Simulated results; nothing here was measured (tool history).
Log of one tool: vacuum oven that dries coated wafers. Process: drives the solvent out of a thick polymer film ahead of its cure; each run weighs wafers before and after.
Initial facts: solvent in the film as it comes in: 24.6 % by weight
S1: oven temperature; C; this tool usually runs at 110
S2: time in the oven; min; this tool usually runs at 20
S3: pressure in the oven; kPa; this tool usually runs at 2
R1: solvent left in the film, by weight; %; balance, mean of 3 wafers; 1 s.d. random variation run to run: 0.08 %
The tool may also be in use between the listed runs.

| run | hour | S1 | S2 | S3 | R1 |
|---|---|---|---|---|---|
| 1 | 0 | 110 | 20 | 2 | 6.45 |
| 2 | 9.9 | 110 | 16 | 2 | 7.58 |
| 3 | 31.1 | 110 | 16 | 2 | 7.58 |
| 4 | 50.4 | 110 | 20 | 2 | 6.55 |
| 5 | 73.8 | 110 | 20 | 2 | 6.55 |
| 6 | 91.9 | 120 | 20 | 2 | 4.06 |
| 7 | 102 | 110 | 20 | 2 | 6.51 |
| 8 | 120.1 | 110 | 20 | 6.35 | 15.39 |
| 9 | 132.7 | 110 | 20 | 2 | 6.58 |
| 10 | 151.9 | 110 | 20 | 2 | 6.7 |
| 11 | 170 | 110 | 20 | 2 | 6.68 |
| 12 | 185.5 | 110 | 20 | 2 | 6.67 |
| 13 | 203.3 | 110 | 19 | 2 | 6.66 |
| 14 | 221.8 | 110 | 19 | 2 | 6.73 |
| 15 | 240.3 | 116 | 14 | 2 | 6.44 |
| 16 | 252 | 116 | 12 | 4.86 | 11.56 |
| 17 | 269.8 | 116 | 12 | 4.86 | 11.65 |
| 18 | 280.9 | 110 | 11 | 2 | 9.75 |
| 19 | 303.9 | 118 | 17 | 2.09 | 5.22 |
| 20 | 327 | 108 | 20 | 5.86 | 15.52 |
| 21 | 350.8 | 109 | 18 | 4.04 | 11.63 |
| 22 | 362.5 | 123 | 12 | 2 | 5.38 |
| 23 | 374.2 | 111 | 23 | 6.64 | 15.16 |
| 24 | 395 | 111 | 23 | 6.64 | 15.29 |
| 25 | 405.5 | 111 | 23 | 6.64 | 15.08 |
| 26 | 426.1 | 111 | 23 | 6.64 | 15.2 |
| 27 | 446.5 | 111 | 10 | 6.64 | 16.96 |

Below are 4 alternative next runs, each starting from the tool's condition after run 27. Predict each:
| A | 465.9 | 113 | 19 | 1.26 | ? |
| B | 465.9 | 107 | 29 | 1.32 | ? |
| C | 465.9 | 102 | 30 | 1.85 | ? |
| D | 465.9 | 119 | 20 | 2 | ? |

| run | R1 |
|---|---|
| A | 4.7 |
| B | 4.73 |
| C | 7.45 |
| D | 4.48 |
Take away the tool's hidden state, keep each run's random variation, and the runs would have read:
| run | R1 |
|---|---|
| A | 4.27 |
| B | 4.21 |
| C | 6.82 |
| D | 4.11 |
